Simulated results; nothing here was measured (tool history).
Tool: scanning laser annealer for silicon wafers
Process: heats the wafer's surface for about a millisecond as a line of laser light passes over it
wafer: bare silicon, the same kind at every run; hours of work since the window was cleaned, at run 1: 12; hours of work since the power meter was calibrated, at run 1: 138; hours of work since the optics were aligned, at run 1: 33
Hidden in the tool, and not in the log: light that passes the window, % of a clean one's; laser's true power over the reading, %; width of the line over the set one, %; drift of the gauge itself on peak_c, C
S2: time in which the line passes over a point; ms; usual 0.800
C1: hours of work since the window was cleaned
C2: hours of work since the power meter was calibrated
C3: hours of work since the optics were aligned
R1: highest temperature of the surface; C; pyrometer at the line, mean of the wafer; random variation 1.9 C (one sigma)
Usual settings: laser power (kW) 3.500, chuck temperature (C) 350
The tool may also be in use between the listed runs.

{"run": 1, "hour": 0.0, "laser power (kW)": 3.5, "S2": 0.8, "chuck temperature (C)": 350, "C1": 12, "C2": 138, "C3": 33, "R1": 1135}
{"run": 2, "hour": 4.9, "laser power (kW)": 3.5, "S2": 0.8, "chuck temperature (C)": 350, "C1": 14, "C2": 140, "C3": 35, "R1": 1135}
{"run": 3, "hour": 10.0, "laser power (kW)": 3.5, "S2": 0.8, "chuck temperature (C)": 350, "C1": 16, "C2": 143, "C3": 37, "R1": 1133}
{"run": 4, "hour": 15.1, "laser power (kW)": 3.5, "S2": 0.8, "chuck temperature (C)": 350, "C1": 18, "C2": 145, "C3": 39, "R1": 1134}
{"run": 5, "hour": 25.8, "laser power (kW)": 3.5, "S2": 0.8, "chuck temperature (C)": 350, "C1": 23, "C2": 149, "C3": 44, "R1": 1133}
{"run": 6, "hour": 34.4, "laser power (kW)": 3.5, "S2": 0.8, "chuck temperature (C)": 350, "C1": 26, "C2": 153, "C3": 47, "R1": 1132}
{"run": 7, "hour": 43.3, "laser power (kW)": 3.5, "S2": 0.8, "chuck temperature (C)": 350, "C1": 30, "C2": 157, "C3": 51, "R1": 1136}
{"run": 8, "hour": 51.1, "laser power (kW)": 3.5, "S2": 0.8, "chuck temperature (C)": 350, "C1": 33, "C2": 160, "C3": 54, "R1": 1130}
{"run": 9, "hour": 58.9, "laser power (kW)": 3.591, "S2": 0.8, "chuck temperature (C)": 350, "C1": 37, "C2": 163, "C3": 58, "R1": 1159}
{"run": 10, "hour": 64.0, "laser power (kW)": 3.5, "S2": 0.8, "chuck temperature (C)": 367, "C1": 39, "C2": 165, "C3": 60, "R1": 1151}
{"run": 11, "hour": 69.2, "laser power (kW)": 3.812, "S2": 0.8, "chuck temperature (C)": 350, "C1": 41, "C2": 168, "C3": 62, "R1": 1214}
{"run": 12, "hour": 79.7, "laser power (kW)": 3.29, "S2": 0.8, "chuck temperature (C)": 350, "C1": 46, "C2": 172, "C3": 66, "R1": 1083}
{"run": 13, "hour": 90.1, "laser power (kW)": 2.987, "S2": 0.8, "chuck temperature (C)": 319, "C1": 50, "C2": 177, "C3": 71, "R1": 972}
{"run": 14, "hour": 100.6, "laser power (kW)": 3.365, "S2": 0.8, "chuck temperature (C)": 319, "C1": 54, "C2": 181, "C3": 75, "R1": 1065}
{"run": 15, "hour": 107.6, "laser power (kW)": 3.67, "S2": 0.8, "chuck temperature (C)": 350, "C1": 57, "C2": 184, "C3": 78, "R1": 1178}
{"run": 16, "hour": 114.9, "laser power (kW)": 3.67, "S2": 0.8, "chuck temperature (C)": 350, "C1": 60, "C2": 187, "C3": 81, "R1": 1174}
{"run": 17, "hour": 123.5, "laser power (kW)": 3.149, "S2": 0.8, "chuck temperature (C)": 337, "C1": 64, "C2": 191, "C3": 85, "R1": 1031}
{"run": 18, "hour": 128.9, "laser power (kW)": 3.135, "S2": 0.842, "chuck temperature (C)": 368, "C1": 66, "C2": 193, "C3": 87, "R1": 1075}
{"run": 19, "hour": 136.9, "laser power (kW)": 3.468, "S2": 0.742, "chuck temperature (C)": 314, "C1": 70, "C2": 196, "C3": 91, "R1": 1059}
{"run": 20, "hour": 144.6, "laser power (kW)": 3.468, "S2": 0.742, "chuck temperature (C)": 314, "C1": 73, "C2": 200, "C3": 94, "R1": 1057}
{"run": 21, "hour": 153.3, "laser power (kW)": 3.236, "S2": 0.8, "chuck temperature (C)": 367, "C1": 77, "C2": 203, "C3": 98, "R1": 1085}
{"run": 22, "hour": 159.3, "laser power (kW)": 3.15, "S2": 0.829, "chuck temperature (C)": 346, "C1": 79, "C2": 206, "C3": 100, "R1": 1057}
{"run": 23, "hour": 165.0, "laser power (kW)": 3.364, "S2": 0.926, "chuck temperature (C)": 373, "C1": 82, "C2": 208, "C3": 103, "R1": 1184}

3 ways to go on from here, each from the tool as it stands after run 23. What would each give?
{"run": "A", "hour": 173.8, "laser power (kW)": 3.031, "S2": 0.8, "chuck temperature (C)": 365, "C1": 85, "C2": 212, "C3": 106, "R1": "?"}
{"run": "B", "hour": 173.8, "laser power (kW)": 3.296, "S2": 0.999, "chuck temperature (C)": 373, "C1": 85, "C2": 212, "C3": 106, "R1": "?"}
{"run": "C", "hour": 173.8, "laser power (kW)": 3.102, "S2": 0.8, "chuck temperature (C)": 350, "C1": 85, "C2": 212, "C3": 106, "R1": "?"}

run=A R1=1033
run=B R1=1197
run=C R1=1032
Without the tool's hidden state the same runs would have given:
run=A R1=1033
run=B R1=1198
run=C R1=1033
